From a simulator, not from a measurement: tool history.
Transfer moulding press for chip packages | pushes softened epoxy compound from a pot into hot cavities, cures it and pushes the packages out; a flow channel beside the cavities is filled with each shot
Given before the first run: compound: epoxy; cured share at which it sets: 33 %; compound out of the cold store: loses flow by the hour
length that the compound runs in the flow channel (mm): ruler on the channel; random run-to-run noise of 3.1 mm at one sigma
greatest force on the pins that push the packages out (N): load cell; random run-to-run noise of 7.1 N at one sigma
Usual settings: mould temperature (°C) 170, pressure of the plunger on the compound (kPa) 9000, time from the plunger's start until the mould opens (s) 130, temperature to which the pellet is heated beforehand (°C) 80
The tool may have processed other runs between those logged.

run,day,mould temperature (°C),pressure of the plunger on the compound (kPa),time from the plunger's start until the mould opens (s),temperature to which the pellet is heated beforehand (°C),incoming compound's hours out of the cold store,length that the compound runs in the flow channel (mm),greatest force on the pins that push the packages out (N)
1,0,170,9000,130,80,44.6,636,446
2,0.479,170,9000,130,80,41.1,631,460
3,0.946,170,9990,130,80,41.4,670,470
4,1.367,170,9000,130,80,28.5,650,482
5,1.654,170,9000,130,80,15.3,678,507
6,2.179,170,9000,130,80,43.8,626,315
7,2.733,170,9000,130,80,43.3,628,361
8,3.279,170,9000,130,80,22.7,657,386
9,3.862,170,9000,130,83,47.1,616,415
10,4.175,170,9000,130,80,38.9,630,443
11,4.646,170,9000,130,80,22.4,655,459
12,5.162,170,9000,130,80,28.3,646,468
13,5.517,170,9000,130,80,33,640,491
14,5.954,170,9000,130,80,35.2,627,491
15,6.233,170,9000,137,71,14.2,668,481
16,6.646,170,9000,137,71,10,676,315
17,7.208,170,9000,153,90,24.6,642,328
18,7.717,170,9000,153,90,16.3,666,360
19,7.979,170,9000,153,74,29.9,636,368
20,8.333,170,8490,132,80,14.2,642,435
21,8.775,170,8490,132,80,33,608,441
22,9.204,167,8570,117,87,26.9,626,588
23,9.629,170,6870,131,80,20.1,567,473
24,10.275,170,6870,131,80,11.3,574,487
25,10.746,170,6870,141,80,43.9,529,488
26,11.138,170,6870,141,80,10.6,578,304
27,11.517,164,9790,121,89,12.7,694,488
28,11.892,164,9790,121,89,44,634,519

Taken out of this log: 4 entries between the listed runs. Where each belongs, and how the hidden state differs across it:
Between runs 5 and 6: cavities cleaned with cleaning compound and waxed (day 1.929)
  true mould temperature over the reading, C: 0.5 -> 0.51; pressure that reaches the compound, % of what is set: 94.84 -> 94.48; grip of the stained cavities, % over clean ones': 68.5 -> 9.4
  measured result minus the result with no hidden state, length that the compound runs in the flow channel (mm): -19 -> -19; greatest force on the pins that push the packages out (N): +204 -> +25
Between runs 15 and 16: cavities cleaned with cleaning compound and waxed (day 6.479)
  true mould temperature over the reading, C: 0.58 -> 0.59; pressure that reaches the compound, % of what is set: 91.31 -> 91.01; grip of the stained cavities, % over clean ones': 70.7 -> 6.9
  measured result minus the result with no hidden state, length that the compound runs in the flow channel (mm): -32 -> -34; greatest force on the pins that push the packages out (N): +195 -> +17
Between runs 25 and 26: cavities cleaned with cleaning compound and waxed (day 11.004)
  pressure that reaches the compound, % of what is set: 87.72 -> 87.48; grip of the stained cavities, % over clean ones': 70.1 -> 7.4
  measured result minus the result with no hidden state, length that the compound runs in the flow channel (mm): -37 -> -41; greatest force on the pins that push the packages out (N): +196 -> +19
Between runs 27 and 28: mould's thermocouples calibrated (day 11.775)
  true mould temperature over the reading, C: 0.67 -> 0.28; pressure that reaches the compound, % of what is set: 87.21 -> 86.96; grip of the stained cavities, % over clean ones': 18.8 -> 26.6
  measured result minus the result with no hidden state, length that the compound runs in the flow channel (mm): -51 -> -46; greatest force on the pins that push the packages out (N): +60 -> +101
